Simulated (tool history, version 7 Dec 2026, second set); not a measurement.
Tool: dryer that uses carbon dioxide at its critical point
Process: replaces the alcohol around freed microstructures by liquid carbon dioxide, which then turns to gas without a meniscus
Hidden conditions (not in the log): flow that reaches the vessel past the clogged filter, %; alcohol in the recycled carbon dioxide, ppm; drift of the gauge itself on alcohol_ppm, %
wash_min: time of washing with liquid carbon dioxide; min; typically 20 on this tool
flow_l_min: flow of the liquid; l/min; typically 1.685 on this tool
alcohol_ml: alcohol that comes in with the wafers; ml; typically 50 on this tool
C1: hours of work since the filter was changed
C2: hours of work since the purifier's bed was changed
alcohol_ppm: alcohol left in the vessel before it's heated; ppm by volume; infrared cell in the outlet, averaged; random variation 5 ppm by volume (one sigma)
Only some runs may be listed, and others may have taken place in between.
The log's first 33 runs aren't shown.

Run 34, hour 801.7: usual settings but flow_l_min 1.970 l/min, alcohol_ml 59 ml; C1 77; C2 576. Result: alcohol_ppm 83 ppm by volume.
Run 35, hour 829.9: usual settings but wash_min 13 min, flow_l_min 2.150 l/min, alcohol_ml 52 ml; C1 92; C2 592. Result: alcohol_ppm 135 ppm by volume.
Run 36, hour 844.4: usual settings but wash_min 13 min, flow_l_min 2.150 l/min, alcohol_ml 52 ml; C1 100; C2 600. Result: alcohol_ppm 149 ppm by volume.
At hour 856.3: purifier's bed changed.
Run 37, hour 860.3: usual settings but wash_min 21 min, alcohol_ml 90 ml; C1 107; C2 2. Result: alcohol_ppm 35 ppm by volume.
Run 38, hour 891.0: usual settings but wash_min 26 min, alcohol_ml 44 ml; C1 124; C2 19. Result: alcohol_ppm 20 ppm by volume.
Run 39, hour 915.4: usual settings but alcohol_ml 25 ml; C1 137; C2 32. Result: alcohol_ppm 21 ppm by volume.
Run 40, hour 947.0: usual settings but wash_min 22 min, flow_l_min 1.190 l/min; C1 154; C2 49. Result: alcohol_ppm 125 ppm by volume.
Run 41, hour 961.8: usual settings but wash_min 26 min, flow_l_min 1.190 l/min, alcohol_ml 39 ml; C1 162; C2 57. Result: alcohol_ppm 39 ppm by volume.
Run 42, hour 993.7: usual settings but wash_min 26 min, flow_l_min 1.190 l/min, alcohol_ml 39 ml; C1 180; C2 75. Result: alcohol_ppm 53 ppm by volume.
Run 43, hour 1016.3: usual settings but wash_min 23 min, flow_l_min 1.050 l/min, alcohol_ml 39 ml; C1 192; C2 87. Result: alcohol_ppm 149 ppm by volume.

3 ways to go on from here, each from the tool as it stands after run 43. What would each give?
Run A, hour 1043.8: usual settings but wash_min 25 min, flow_l_min 1.180 l/min, alcohol_ml 49 ml; C1 207; C2 102. Result: alcohol_ppm ?.
Run B, hour 1043.8: usual settings but wash_min 23 min; C1 207; C2 102. Result: alcohol_ppm ?.
Run C, hour 1043.8: usual settings but flow_l_min 2.280 l/min; C1 207; C2 102. Result: alcohol_ppm ?.

run  alcohol_ppm
  A           73
  B           36
  C           13
Take away the tool's hidden state, keep each run's random variation, and the runs would have read:
run  alcohol_ppm
  A           30
  B           15
  C            0
